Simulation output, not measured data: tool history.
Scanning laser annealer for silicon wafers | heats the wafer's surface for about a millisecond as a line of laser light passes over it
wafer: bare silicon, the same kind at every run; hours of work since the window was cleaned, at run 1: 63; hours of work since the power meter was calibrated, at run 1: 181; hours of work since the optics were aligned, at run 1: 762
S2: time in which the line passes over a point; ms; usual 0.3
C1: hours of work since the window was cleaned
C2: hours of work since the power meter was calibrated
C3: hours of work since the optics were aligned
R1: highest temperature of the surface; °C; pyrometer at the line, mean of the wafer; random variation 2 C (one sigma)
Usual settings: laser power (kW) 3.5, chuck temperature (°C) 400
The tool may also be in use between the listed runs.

{"run": 1, "hour": 0.0, "laser power (kW)": 3.5, "S2": 0.3, "chuck temperature (°C)": 400, "C1": 63, "C2": 181, "C3": 762, "R1": 1236}
{"run": 2, "hour": 11.1, "laser power (kW)": 3.5, "S2": 0.3, "chuck temperature (°C)": 400, "C1": 69, "C2": 186, "C3": 767, "R1": 1234}
{"run": 3, "hour": 20.2, "laser power (kW)": 3.5, "S2": 0.3, "chuck temperature (°C)": 438, "C1": 73, "C2": 191, "C3": 772, "R1": 1275}
{"run": 4, "hour": 30.7, "laser power (kW)": 3.5, "S2": 0.3, "chuck temperature (°C)": 438, "C1": 78, "C2": 196, "C3": 777, "R1": 1269}
{"run": 5, "hour": 38.6, "laser power (kW)": 3.341, "S2": 0.3, "chuck temperature (°C)": 438, "C1": 82, "C2": 199, "C3": 780, "R1": 1232}
{"run": 6, "hour": 47.9, "laser power (kW)": 3.341, "S2": 0.3, "chuck temperature (°C)": 438, "C1": 86, "C2": 204, "C3": 785, "R1": 1231}
{"run": 7, "hour": 58.9, "laser power (kW)": 3.5, "S2": 0.3, "chuck temperature (°C)": 400, "C1": 91, "C2": 209, "C3": 790, "R1": 1236}
{"run": 8, "hour": 66.5, "laser power (kW)": 3.5, "S2": 0.3, "chuck temperature (°C)": 400, "C1": 95, "C2": 213, "C3": 794, "R1": 1227}
{"run": 9, "hour": 74.4, "laser power (kW)": 3.044, "S2": 0.3, "chuck temperature (°C)": 400, "C1": 99, "C2": 217, "C3": 798, "R1": 1118}
{"run": 10, "hour": 85.3, "laser power (kW)": 3.044, "S2": 0.3, "chuck temperature (°C)": 400, "C1": 104, "C2": 222, "C3": 803, "R1": 1116}
{"run": 11, "hour": 90.2, "laser power (kW)": 3.841, "S2": 0.3, "chuck temperature (°C)": 400, "C1": 106, "C2": 224, "C3": 805, "R1": 1319}
{"run": 12, "hour": 96.2, "laser power (kW)": 3.841, "S2": 0.3, "chuck temperature (°C)": 400, "C1": 109, "C2": 227, "C3": 808, "R1": 1309}
{"run": 13, "hour": 101.7, "laser power (kW)": 3.841, "S2": 0.3, "chuck temperature (°C)": 400, "C1": 112, "C2": 230, "C3": 811, "R1": 1313}
{"run": 14, "hour": 109.1, "laser power (kW)": 3.253, "S2": 0.3, "chuck temperature (°C)": 400, "C1": 116, "C2": 233, "C3": 814, "R1": 1166}
{"run": 15, "hour": 119.8, "laser power (kW)": 3.5, "S2": 0.3, "chuck temperature (°C)": 400, "C1": 121, "C2": 238, "C3": 819, "R1": 1228}
{"run": 16, "hour": 127.2, "laser power (kW)": 3.5, "S2": 0.3, "chuck temperature (°C)": 400, "C1": 124, "C2": 242, "C3": 823, "R1": 1228}
{"run": 17, "hour": 136.3, "laser power (kW)": 3.5, "S2": 0.3, "chuck temperature (°C)": 400, "C1": 129, "C2": 246, "C3": 827, "R1": 1226}
{"run": 18, "hour": 145.6, "laser power (kW)": 3.5, "S2": 0.3, "chuck temperature (°C)": 400, "C1": 133, "C2": 251, "C3": 832, "R1": 1224}
{"run": 19, "hour": 152.0, "laser power (kW)": 3.5, "S2": 0.3, "chuck temperature (°C)": 419, "C1": 136, "C2": 254, "C3": 835, "R1": 1244}
{"hour": 155.8, "done": "laser's power meter calibrated"}
{"run": 20, "hour": 164.8, "laser power (kW)": 3.5, "S2": 0.3, "chuck temperature (°C)": 419, "C1": 141, "C2": 4, "C3": 839, "R1": 1247}
{"run": 21, "hour": 176.0, "laser power (kW)": 3.359, "S2": 0.359, "chuck temperature (°C)": 426, "C1": 146, "C2": 10, "C3": 845, "R1": 1287}
{"run": 22, "hour": 185.0, "laser power (kW)": 3.359, "S2": 0.359, "chuck temperature (°C)": 426, "C1": 150, "C2": 14, "C3": 849, "R1": 1290}
{"run": 23, "hour": 191.7, "laser power (kW)": 3.359, "S2": 0.359, "chuck temperature (°C)": 426, "C1": 154, "C2": 17, "C3": 852, "R1": 1288}
{"run": 24, "hour": 199.6, "laser power (kW)": 3.23, "S2": 0.359, "chuck temperature (°C)": 409, "C1": 157, "C2": 21, "C3": 856, "R1": 1234}
{"run": 25, "hour": 205.9, "laser power (kW)": 3.596, "S2": 0.251, "chuck temperature (°C)": 419, "C1": 160, "C2": 24, "C3": 859, "R1": 1195}
{"run": 26, "hour": 213.7, "laser power (kW)": 3.343, "S2": 0.267, "chuck temperature (°C)": 378, "C1": 164, "C2": 28, "C3": 863, "R1": 1120}
{"hour": 222.6, "done": "laser's power meter calibrated, once more"}
{"run": 27, "hour": 224.2, "laser power (kW)": 3.343, "S2": 0.221, "chuck temperature (°C)": 378, "C1": 168, "C2": 1, "C3": 866, "R1": 1051}
{"run": 28, "hour": 229.7, "laser power (kW)": 3.509, "S2": 0.25, "chuck temperature (°C)": 422, "C1": 170, "C2": 3, "C3": 869, "R1": 1177}
{"run": 29, "hour": 238.2, "laser power (kW)": 3.5, "S2": 0.263, "chuck temperature (°C)": 400, "C1": 175, "C2": 7, "C3": 873, "R1": 1168}
{"run": 30, "hour": 248.4, "laser power (kW)": 3.5, "S2": 0.371, "chuck temperature (°C)": 365, "C1": 179, "C2": 12, "C3": 878, "R1": 1273}
{"run": 31, "hour": 257.1, "laser power (kW)": 3.5, "S2": 0.371, "chuck temperature (°C)": 365, "C1": 184, "C2": 17, "C3": 882, "R1": 1273}
{"run": 32, "hour": 267.1, "laser power (kW)": 3.03, "S2": 0.326, "chuck temperature (°C)": 432, "C1": 188, "C2": 21, "C3": 887, "R1": 1167}
{"run": 33, "hour": 273.1, "laser power (kW)": 2.988, "S2": 0.219, "chuck temperature (°C)": 400, "C1": 191, "C2": 24, "C3": 890, "R1": 994}
{"run": 34, "hour": 281.0, "laser power (kW)": 3.5, "S2": 0.373, "chuck temperature (°C)": 400, "C1": 195, "C2": 28, "C3": 894, "R1": 1309}
{"run": 35, "hour": 290.0, "laser power (kW)": 3.5, "S2": 0.335, "chuck temperature (°C)": 379, "C1": 199, "C2": 32, "C3": 898, "R1": 1244}
{"run": 36, "hour": 300.9, "laser power (kW)": 3.5, "S2": 0.335, "chuck temperature (°C)": 379, "C1": 205, "C2": 38, "C3": 903, "R1": 1243}
{"run": 37, "hour": 306.3, "laser power (kW)": 3.578, "S2": 0.24, "chuck temperature (°C)": 427, "C1": 207, "C2": 40, "C3": 906, "R1": 1172}
{"run": 38, "hour": 314.7, "laser power (kW)": 3.146, "S2": 0.3, "chuck temperature (°C)": 434, "C1": 211, "C2": 44, "C3": 910, "R1": 1161}
{"run": 39, "hour": 319.8, "laser power (kW)": 3.146, "S2": 0.3, "chuck temperature (°C)": 434, "C1": 214, "C2": 47, "C3": 912, "R1": 1167}
{"run": 40, "hour": 326.1, "laser power (kW)": 3.5, "S2": 0.3, "chuck temperature (°C)": 436, "C1": 217, "C2": 50, "C3": 915, "R1": 1252}

Hidden state or all else? Some run-to-run changes of R1, split into what the settings, what came in and random variation would give without the hidden state, and what is left for the hidden state (with any gauge scatter that isn't in both results):
The hidden state here: light that passes the window, % of a clean one's; laser's true power over the reading, %; width of the line over the set one, %; drift of the gauge itself on peak_c, C.
Run 10 -> 11: laser power (kW) 3.044 -> 3.841. R1 +203 °C: hidden state -4, all else +207.
Run 29 -> 30: S2 0.263 -> 0.371, chuck temperature (°C) 400 -> 365. R1 +105 °C: hidden state -6, all else +111.
Run 32 -> 33: laser power (kW) 3.03 -> 2.988, S2 0.326 -> 0.219, chuck temperature (°C) 432 -> 400. R1 -173 °C: hidden state +6, all else -179.
Run 33 -> 34: laser power (kW) 2.988 -> 3.5, S2 0.219 -> 0.373. R1 +315 °C: hidden state -13, all else +328.

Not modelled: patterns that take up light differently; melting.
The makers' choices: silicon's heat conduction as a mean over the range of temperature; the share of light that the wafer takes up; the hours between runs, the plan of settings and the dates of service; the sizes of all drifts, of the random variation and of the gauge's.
